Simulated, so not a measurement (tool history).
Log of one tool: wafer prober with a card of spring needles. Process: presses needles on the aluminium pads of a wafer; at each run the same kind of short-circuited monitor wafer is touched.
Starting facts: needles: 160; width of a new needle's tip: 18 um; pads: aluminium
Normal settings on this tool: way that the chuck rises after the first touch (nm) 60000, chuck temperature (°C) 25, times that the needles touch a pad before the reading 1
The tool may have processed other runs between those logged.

| run | hour | way that the chuck rises after the first touch (nm) | chuck temperature (°C) | times that the needles touch a pad before the reading | resistance of one needle with its contact and lead (mohm) | way that a needle slides on the pad (nm) |
|---|---|---|---|---|---|---|
| 1 | 0 | 60000 | 25 | 1 | 288 | 11120 |
|  | 2.9 | tips cleaned on abrasive film |
| 2 | 10.9 | 49000 | 25 | 1 | 359 | 9050 |
|  | 12.6 | tips cleaned on abrasive film |
| 3 | 20.4 | 49000 | 73 | 1 | 370 | 9070 |
|  | 22.1 | tips cleaned on abrasive film |
|  | 31.3 | tips cleaned on abrasive film |
| 4 | 38.8 | 49000 | 73 | 1 | 359 | 9030 |
|  | 41.1 | tips cleaned on abrasive film |
|  | 50.8 | tips cleaned on abrasive film |
| 5 | 57.2 | 49000 | 73 | 1 | 358 | 8980 |
|  | 60.3 | tips cleaned on abrasive film |
|  | 70.4 | tips cleaned on abrasive film |
| 6 | 75 | 70000 | 73 | 2 | 225 | 12750 |
|  | 80.5 | tips cleaned on abrasive film |
|  | 89.6 | tips cleaned on abrasive film |
| 7 | 89.6 | 45000 | 115 | 2 | 216 | 8210 |
|  | 99.4 | tips cleaned on abrasive film |
|  | 109.7 | tips cleaned on abrasive film |
| 8 | 109.7 | 45000 | 115 | 2 | 217 | 8060 |
| 9 | 118.6 | 72000 | 76 | 1 | 277 | 13120 |
|  | 120.5 | tips cleaned on abrasive film |
|  | 129.9 | tips cleaned on abrasive film |
| 10 | 136.5 | 43000 | 33 | 1 | 421 | 7750 |

3 options for the next run, each taken on its own from the tool as it stands now. Forecast them:
|  | 139.4 | tips cleaned on abrasive film |
|  | 149.4 | tips cleaned on abrasive film |
| A | 155.5 | 43000 | 73 | 1 | ? | ? |
|  | 139.4 | tips cleaned on abrasive film |
|  | 149.4 | tips cleaned on abrasive film |
| B | 155.5 | 54000 | 27 | 1 | ? | ? |
|  | 139.4 | tips cleaned on abrasive film |
|  | 149.4 | tips cleaned on abrasive film |
| C | 155.5 | 57000 | 34 | 1 | ? | ? |

| run | resistance of one needle with its contact and lead (mohm) | way that a needle slides on the pad (nm) |
|---|---|---|
| A | 406 | 7680 |
| B | 332 | 9650 |
| C | 318 | 10310 |
With the hidden condition removed and each run's random variation left untouched, the same runs would have given:
| run | resistance of one needle with its contact and lead (mohm) | way that a needle slides on the pad (nm) |
|---|---|---|
| A | 197 | 8000 |
| B | 185 | 9970 |
| C | 186 | 10630 |
